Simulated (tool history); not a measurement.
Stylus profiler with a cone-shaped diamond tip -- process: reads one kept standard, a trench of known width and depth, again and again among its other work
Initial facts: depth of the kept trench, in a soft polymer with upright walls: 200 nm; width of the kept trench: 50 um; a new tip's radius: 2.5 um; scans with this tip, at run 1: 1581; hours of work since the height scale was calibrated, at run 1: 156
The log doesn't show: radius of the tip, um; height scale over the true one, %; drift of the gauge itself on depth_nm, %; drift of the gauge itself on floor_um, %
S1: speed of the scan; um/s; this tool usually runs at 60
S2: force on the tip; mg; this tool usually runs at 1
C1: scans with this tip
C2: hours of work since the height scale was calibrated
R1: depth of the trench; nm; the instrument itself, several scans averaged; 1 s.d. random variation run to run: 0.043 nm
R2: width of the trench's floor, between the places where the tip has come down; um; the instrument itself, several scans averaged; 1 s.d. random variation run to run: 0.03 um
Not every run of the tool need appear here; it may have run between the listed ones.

Run 1, hour 0: usual settings; C1 1581; C2 156. Result: R1 202.01 nm, R2 47.47 um.
Run 2, hour 75.9: usual settings but S1 200 um/s; C1 1894; C2 187. Result: R1 201.96 nm, R2 46.78 um.
Run 3, hour 119.9: usual settings but S2 0.77 mg; C1 2076; C2 205. Result: R1 201.58 nm, R2 47.31 um.
Run 4, hour 184.6: usual settings but S2 0.77 mg; C1 2342; C2 231. Result: R1 201.56 nm, R2 47.2 um.
Run 5, hour 274.7: usual settings but S2 0.77 mg; C1 2714; C2 268. Result: R1 201.59 nm, R2 47.17 um.
Run 6, hour 366.4: usual settings but S2 0.77 mg; C1 3091; C2 306. Result: R1 201.71 nm, R2 47.06 um.
Run 7, hour 423.3: usual settings but S2 0.77 mg; C1 3326; C2 329. Result: R1 201.74 nm, R2 46.93 um.
Run 8, hour 477.5: usual settings but S2 0.77 mg; C1 3549; C2 351. Result: R1 201.66 nm, R2 46.94 um.
Run 9, hour 548.8: usual settings but S1 147 um/s, S2 0.77 mg; C1 3843; C2 380. Result: R1 201.66 nm, R2 46.42 um.
Run 10, hour 617.9: usual settings; C1 4128; C2 408. Result: R1 202.09 nm, R2 46.86 um.
Run 11, hour 677.5: usual settings but S1 101 um/s; C1 4374; C2 432. Result: R1 202.07 nm, R2 46.66 um.
Run 12, hour 721.2: usual settings but S1 101 um/s; C1 4554; C2 450. Result: R1 202.08 nm, R2 46.54 um.
Run 13, hour 797.6: usual settings but S1 101 um/s; C1 4869; C2 481. Result: R1 202.05 nm, R2 46.55 um.
Run 14, hour 870.9: usual settings but S1 101 um/s; C1 5171; C2 511. Result: R1 202.04 nm, R2 46.5 um.
Run 15, hour 936.3: usual settings but S1 101 um/s; C1 5440; C2 538. Result: R1 202.07 nm, R2 46.44 um.
Run 16, hour 1028.2: usual settings; C1 5819; C2 575. Result: R1 202.14 nm, R2 46.52 um.
Run 17, hour 1067: usual settings; C1 5979; C2 591. Result: R1 202.11 nm, R2 46.51 um.
Run 18, hour 1112.9: usual settings; C1 6168; C2 610. Result: R1 202.13 nm, R2 46.49 um.
Run 19, hour 1183.3: usual settings; C1 6459; C2 638. Result: R1 202.2 nm, R2 46.38 um.
Run 20, hour 1263.6: usual settings; C1 6790; C2 671. Result: R1 202.18 nm, R2 46.29 um.
Run 21, hour 1331: usual settings but S2 0.46 mg; C1 7067; C2 698. Result: R1 201.4 nm, R2 46.16 um.
Run 22, hour 1419.2: usual settings but S2 0.86 mg; C1 7431; C2 734. Result: R1 202 nm, R2 46.28 um.
Run 23, hour 1505: usual settings but S2 0.86 mg; C1 7785; C2 769. Result: R1 202.02 nm, R2 46.16 um.
Run 24, hour 1542.3: usual settings but S1 33 um/s, S2 0.47 mg; C1 7938; C2 785. Result: R1 201.46 nm, R2 46.21 um.
At hour 1576.9: new tip fitted, height scale calibrated.
Run 25, hour 1625.2: usual settings but S1 71 um/s, S2 2.02 mg; C1 198; C2 20. Result: R1 203.1 nm, R2 47.75 um.
Run 26, hour 1710.1: usual settings but S1 172 um/s, S2 0.45 mg; C1 548; C2 54. Result: R1 201.15 nm, R2 46.75 um.
Run 27, hour 1787.1: usual settings but S1 85 um/s, S2 1.79 mg; C1 866; C2 86. Result: R1 202.94 nm, R2 47.51 um.
Run 28, hour 1855.8: usual settings but S1 85 um/s, S2 1.79 mg; C1 1149; C2 114. Result: R1 202.85 nm, R2 47.39 um.
Run 29, hour 1899.8: usual settings but S1 46 um/s, S2 0.37 mg; C1 1330; C2 132. Result: R1 201.06 nm, R2 47.35 um.
Run 30, hour 1964.7: usual settings but S1 46 um/s, S2 0.37 mg; C1 1598; C2 158. Result: R1 201.1 nm, R2 47.32 um.
At hour 1973.3: height scale calibrated on a step standard.
Run 31, hour 2012.9: usual settings but S1 179 um/s, S2 1.14 mg; C1 1795; C2 16. Result: R1 202.24 nm, R2 46.79 um.
Run 32, hour 2055.1: usual settings but S1 179 um/s, S2 1.14 mg; C1 1969; C2 33. Result: R1 202.23 nm, R2 46.78 um.
Run 33, hour 2133.2: usual settings but S1 204 um/s, S2 2.41 mg; C1 2290; C2 65. Result: R1 203.6 nm, R2 46.9 um.
Run 34, hour 2177.8: usual settings but S1 80 um/s, S2 2.41 mg; C1 2474; C2 83. Result: R1 203.6 nm, R2 47.13 um.
At hour 2196: height scale calibrated on a step standard, once more.
Run 35, hour 2228.2: usual settings but S1 228 um/s, S2 1.53 mg; C1 2680; C2 13. Result: R1 202.5 nm, R2 46.6 um.
Run 36, hour 2284.6: usual settings but S1 84 um/s, S2 0.57 mg; C1 2912; C2 36. Result: R1 201.31 nm, R2 46.88 um.
Run 37, hour 2325.5: usual settings but S1 24 um/s, S2 0.71 mg; C1 3081; C2 53. Result: R1 201.57 nm, R2 47.17 um.
Run 38, hour 2401.1: usual settings but S1 17 um/s, S2 1.83 mg; C1 3392; C2 84. Result: R1 202.93 nm, R2 47.15 um.
Run 39, hour 2491.1: usual settings but S1 17 um/s, S2 1.83 mg; C1 3763; C2 120. Result: R1 202.92 nm, R2 47.07 um.
Run 40, hour 2556.4: usual settings but S1 17 um/s, S2 1.83 mg; C1 4033; C2 147. Result: R1 202.87 nm, R2 47 um.
Run 41, hour 2629.1: usual settings but S1 17 um/s, S2 1.83 mg; C1 4332; C2 176. Result: R1 202.91 nm, R2 46.97 um.
Run 42, hour 2694.2: usual settings but S1 17 um/s, S2 1.83 mg; C1 4600; C2 203. Result: R1 202.9 nm, R2 46.87 um.
Run 43, hour 2760.7: usual settings but S1 37 um/s, S2 0.37 mg; C1 4875; C2 230. Result: R1 201.08 nm, R2 46.58 um.
Run 44, hour 2815.1: usual settings but S1 19 um/s, S2 0.73 mg; C1 5099; C2 252. Result: R1 201.68 nm, R2 46.74 um.
Run 45, hour 2873.1: usual settings but S1 44 um/s, S2 2.43 mg; C1 5338; C2 276. Result: R1 203.54 nm, R2 46.67 um.

A few steps of R1 between consecutive runs. Split each: what settings, incoming material and random variation would produce without the hidden state, and what is left over for the hidden state, along with gauge scatter present in only one of the two compared results (measured, and without hidden state):
Run 24 -> 25: S1 33 -> 71, S2 0.47 -> 2.02, new tip fitted, height scale calibrated. R1 +1.64 nm: hidden state -0.24, all else +1.88.
Run 25 -> 26: S1 71 -> 172, S2 2.02 -> 0.45. R1 -1.95 nm: hidden state +0.01, all else -1.96.
Run 30 -> 31: S1 46 -> 179, S2 0.37 -> 1.14, height scale calibrated on a step standard. R1 +1.14 nm: hidden state +0.06, all else +1.08.
Run 34 -> 35: S1 80 -> 228, S2 2.41 -> 1.53, height scale calibrated on a step standard, once more. R1 -1.1 nm: hidden state -0.18, all else -0.92.
Run 42 -> 43: S1 17 -> 37, S2 1.83 -> 0.37. R1 -1.82 nm: hidden state +0.01, all else -1.83.
Run 44 -> 45: S1 19 -> 44, S2 0.73 -> 2.43. R1 +1.86 nm: hidden state +0, all else +1.86.

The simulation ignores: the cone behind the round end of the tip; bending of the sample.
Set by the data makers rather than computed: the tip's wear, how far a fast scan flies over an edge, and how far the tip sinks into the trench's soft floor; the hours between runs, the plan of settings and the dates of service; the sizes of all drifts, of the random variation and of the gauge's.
